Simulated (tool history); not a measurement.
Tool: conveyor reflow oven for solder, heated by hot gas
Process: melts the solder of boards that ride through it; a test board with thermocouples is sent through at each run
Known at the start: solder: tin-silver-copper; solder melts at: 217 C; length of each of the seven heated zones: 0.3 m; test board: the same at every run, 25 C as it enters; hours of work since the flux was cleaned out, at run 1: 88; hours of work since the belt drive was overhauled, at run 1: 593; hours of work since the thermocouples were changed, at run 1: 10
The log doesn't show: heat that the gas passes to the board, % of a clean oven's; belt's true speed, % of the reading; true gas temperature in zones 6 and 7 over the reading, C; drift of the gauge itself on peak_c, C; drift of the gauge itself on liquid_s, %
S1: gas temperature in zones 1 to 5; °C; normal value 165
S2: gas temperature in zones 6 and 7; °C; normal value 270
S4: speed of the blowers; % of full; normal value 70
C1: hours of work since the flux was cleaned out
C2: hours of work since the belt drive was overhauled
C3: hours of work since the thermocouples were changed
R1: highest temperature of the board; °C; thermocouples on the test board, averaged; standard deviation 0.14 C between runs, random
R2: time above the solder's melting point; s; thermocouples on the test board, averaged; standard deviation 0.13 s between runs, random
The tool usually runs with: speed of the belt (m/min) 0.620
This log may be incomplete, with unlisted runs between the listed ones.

Run 1, hour 0.0: usual settings; C1 88; C2 593; C3 10. Result: R1 255.7 °C, R2 44.4 s.
Run 2, hour 34.2: usual settings; C1 112; C2 617; C3 35. Result: R1 255.4 °C, R2 44.2 s.
At hour 100.3: flux residue cleaned out of gas plates and filters.
Run 3, hour 109.7: usual settings; C1 7; C2 667; C3 85. Result: R1 254.7 °C, R2 44.0 s.
Run 4, hour 167.2: usual settings; C1 48; C2 708; C3 126. Result: R1 254.8 °C, R2 43.6 s.
Run 5, hour 203.4: usual settings; C1 74; C2 734; C3 152. Result: R1 254.9 °C, R2 43.7 s.
Run 6, hour 235.2: usual settings; C1 96; C2 757; C3 174. Result: R1 254.4 °C, R2 43.5 s.
Run 7, hour 268.7: usual settings; C1 120; C2 781; C3 198. Result: R1 254.2 °C, R2 43.5 s.
Run 8, hour 304.0: usual settings but S1 162 °C, S2 266 °C, speed of the belt (m/min) 0.587; C1 145; C2 806; C3 223. Result: R1 252.2 °C, R2 44.3 s.
At hour 326.3: flux residue cleaned out of gas plates and filters.
Run 9, hour 369.6: usual settings but S1 179 °C, S2 274 °C, speed of the belt (m/min) 0.654, S4 89 % of full; C1 31; C2 849; C3 267. Result: R1 262.9 °C, R2 49.0 s.
Run 10, hour 435.9: usual settings but S1 179 °C, S2 268 °C, speed of the belt (m/min) 0.665, S4 89 % of full; C1 78; C2 897; C3 314. Result: R1 256.9 °C, R2 45.8 s.
At hour 502.9: flux residue cleaned out of gas plates and filters, once more.
Run 11, hour 509.3: usual settings but S1 179 °C, S2 268 °C, speed of the belt (m/min) 0.665, S4 89 % of full; C1 5; C2 945; C3 363. Result: R1 257.5 °C, R2 46.2 s.
Run 12, hour 553.1: usual settings but S1 179 °C, S2 268 °C, speed of the belt (m/min) 0.665, S4 89 % of full; C1 36; C2 977; C3 394. Result: R1 257.7 °C, R2 46.1 s.
Run 13, hour 582.5: usual settings but S1 171 °C, speed of the belt (m/min) 0.650, S4 56 % of full; C1 57; C2 998; C3 415. Result: R1 254.4 °C, R2 42.8 s.
Run 14, hour 623.0: usual settings but S2 262 °C, speed of the belt (m/min) 0.643; C1 86; C2 1026; C3 444. Result: R1 248.6 °C, R2 39.1 s.

Branching from run 14: 4 alternative next runs. What would each branch give?
Run A, hour 688.4: usual settings but S2 265 °C, speed of the belt (m/min) 0.713, S4 81 % of full; C1 132; C2 1073; C3 490. Result: R1 ?, R2 ?.
Run B, hour 688.4: usual settings but S1 151 °C, speed of the belt (m/min) 0.650, S4 74 % of full; C1 132; C2 1073; C3 490. Result: R1 ?, R2 ?.
Run C, hour 688.4: usual settings but speed of the belt (m/min) 0.596; C1 132; C2 1073; C3 490. Result: R1 ?, R2 ?.
Run D, hour 688.4: usual settings but S2 258 °C; C1 132; C2 1073; C3 490. Result: R1 ?, R2 ?.

run     R1    R2
  A  249.0  35.3
  B  253.9  38.5
  C  258.1  48.1
  D  245.9  39.2
Had the tool no hidden state, the same runs would have come out as:
run     R1    R2
  A  248.2  33.9
  B  252.9  37.0
  C  257.1  46.3
  D  244.9  37.5

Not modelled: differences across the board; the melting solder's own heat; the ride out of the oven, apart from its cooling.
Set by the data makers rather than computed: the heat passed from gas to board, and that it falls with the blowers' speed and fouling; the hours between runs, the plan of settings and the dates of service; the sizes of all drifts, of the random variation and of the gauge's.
